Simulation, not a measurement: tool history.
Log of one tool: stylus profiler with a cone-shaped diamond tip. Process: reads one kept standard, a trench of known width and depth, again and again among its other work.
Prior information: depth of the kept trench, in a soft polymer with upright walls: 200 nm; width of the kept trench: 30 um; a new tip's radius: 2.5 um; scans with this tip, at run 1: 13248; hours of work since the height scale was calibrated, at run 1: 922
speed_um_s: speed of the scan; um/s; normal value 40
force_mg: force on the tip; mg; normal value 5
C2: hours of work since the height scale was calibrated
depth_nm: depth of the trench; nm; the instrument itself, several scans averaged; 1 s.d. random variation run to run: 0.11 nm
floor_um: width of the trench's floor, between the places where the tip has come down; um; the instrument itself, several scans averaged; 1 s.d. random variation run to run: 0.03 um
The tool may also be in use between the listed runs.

run 1 hour=0 | speed_um_s=40 force_mg=5 | scans_with_this_tip=13248 C2=922 | depth_nm=203.74 floor_um=27.45
run 2 hour=44.5 | speed_um_s=40 force_mg=5 | scans_with_this_tip=13659 C2=950 | depth_nm=203.93 floor_um=27.49
run 3 hour=112 | speed_um_s=21 force_mg=5 | scans_with_this_tip=14282 C2=994 | depth_nm=203.87 floor_um=27.48
run 4 hour=190.4 | speed_um_s=20 force_mg=5 | scans_with_this_tip=15007 C2=1044 | depth_nm=203.74 floor_um=27.36
run 5 hour=275.6 | speed_um_s=20 force_mg=5 | scans_with_this_tip=15793 C2=1099 | depth_nm=203.91 floor_um=27.42
run 6 hour=337.2 | speed_um_s=71 force_mg=5 | scans_with_this_tip=16362 C2=1138 | depth_nm=204 floor_um=27.32
run 7 hour=394.1 | speed_um_s=71 force_mg=5 | scans_with_this_tip=16887 C2=1175 | depth_nm=203.95 floor_um=27.31
run 8 hour=445.1 | speed_um_s=26 force_mg=5 | scans_with_this_tip=17358 C2=1208 | depth_nm=203.96 floor_um=27.39
run 9 hour=531.8 | speed_um_s=26 force_mg=5 | scans_with_this_tip=18159 C2=1263 | depth_nm=203.87 floor_um=27.33
run 10 hour=622.1 | speed_um_s=26 force_mg=5 | scans_with_this_tip=18993 C2=1321 | depth_nm=204.03 floor_um=27.35
-- hour=693.8 new tip fitted, height scale calibrated
run 11 hour=727.9 | speed_um_s=92 force_mg=5 | scans_with_this_tip=315 C2=22 | depth_nm=202.75 floor_um=27.88
run 12 hour=805.2 | speed_um_s=33 force_mg=5 | scans_with_this_tip=1029 C2=72 | depth_nm=202.61 floor_um=27.93
run 13 hour=869 | speed_um_s=45 force_mg=5 | scans_with_this_tip=1617 C2=113 | depth_nm=202.88 floor_um=27.88
run 14 hour=921.7 | speed_um_s=16 force_mg=5 | scans_with_this_tip=2104 C2=146 | depth_nm=202.75 floor_um=27.94
run 15 hour=986 | speed_um_s=16 force_mg=5 | scans_with_this_tip=2698 C2=188 | depth_nm=203.02 floor_um=27.88
run 16 hour=1036.4 | speed_um_s=40 force_mg=2.82 | scans_with_this_tip=3164 C2=220 | depth_nm=201.82 floor_um=27.82
run 17 hour=1080.4 | speed_um_s=40 force_mg=2.82 | scans_with_this_tip=3570 C2=248 | depth_nm=202.07 floor_um=27.79
run 18 hour=1152.2 | speed_um_s=103 force_mg=5 | scans_with_this_tip=4233 C2=294 | depth_nm=202.9 floor_um=27.68
run 19 hour=1226.6 | speed_um_s=60 force_mg=5 | scans_with_this_tip=4920 C2=342 | depth_nm=203.24 floor_um=27.74
run 20 hour=1316.1 | speed_um_s=60 force_mg=5 | scans_with_this_tip=5747 C2=400 | depth_nm=203.1 floor_um=27.74
run 21 hour=1415.2 | speed_um_s=60 force_mg=5 | scans_with_this_tip=6662 C2=463 | depth_nm=203.18 floor_um=27.69
run 22 hour=1489.9 | speed_um_s=60 force_mg=5 | scans_with_this_tip=7352 C2=511 | depth_nm=203.29 floor_um=27.63
run 23 hour=1548.7 | speed_um_s=13 force_mg=6.47 | scans_with_this_tip=7895 C2=549 | depth_nm=203.58 floor_um=27.69
run 24 hour=1598.3 | speed_um_s=38 force_mg=10.21 | scans_with_this_tip=8353 C2=581 | depth_nm=204.94 floor_um=27.72
run 25 hour=1668.1 | speed_um_s=14 force_mg=3.25 | scans_with_this_tip=8998 C2=626 | depth_nm=202.5 floor_um=27.64
run 26 hour=1749.8 | speed_um_s=14 force_mg=3.25 | scans_with_this_tip=9752 C2=678 | depth_nm=202.63 floor_um=27.63
run 27 hour=1849.2 | speed_um_s=14 force_mg=3.25 | scans_with_this_tip=10670 C2=742 | depth_nm=202.64 floor_um=27.59
run 28 hour=1923.2 | speed_um_s=14 force_mg=3.25 | scans_with_this_tip=11353 C2=790 | depth_nm=202.64 floor_um=27.61
run 29 hour=1972.2 | speed_um_s=14 force_mg=6.62 | scans_with_this_tip=11806 C2=821 | depth_nm=204.08 floor_um=27.58
run 30 hour=2073.5 | speed_um_s=14 force_mg=6.62 | scans_with_this_tip=12742 C2=886 | depth_nm=204.21 floor_um=27.52
run 31 hour=2168.3 | speed_um_s=114 force_mg=2.36 | scans_with_this_tip=13617 C2=947 | depth_nm=202.41 floor_um=27.32
run 32 hour=2236 | speed_um_s=29 force_mg=2.95 | scans_with_this_tip=14242 C2=991 | depth_nm=202.82 floor_um=27.44

Forecast run 33:
run 33 hour=2298 | speed_um_s=17 force_mg=3.6 | scans_with_this_tip=14815 C2=1031 | depth_nm=? floor_um=?

{"run 33": {"depth_nm": 203.17, "floor_um": 27.48}}
With no hidden state in the tool, this same run would have given depth_nm 202.2 nm, floor_um 28.02 um.
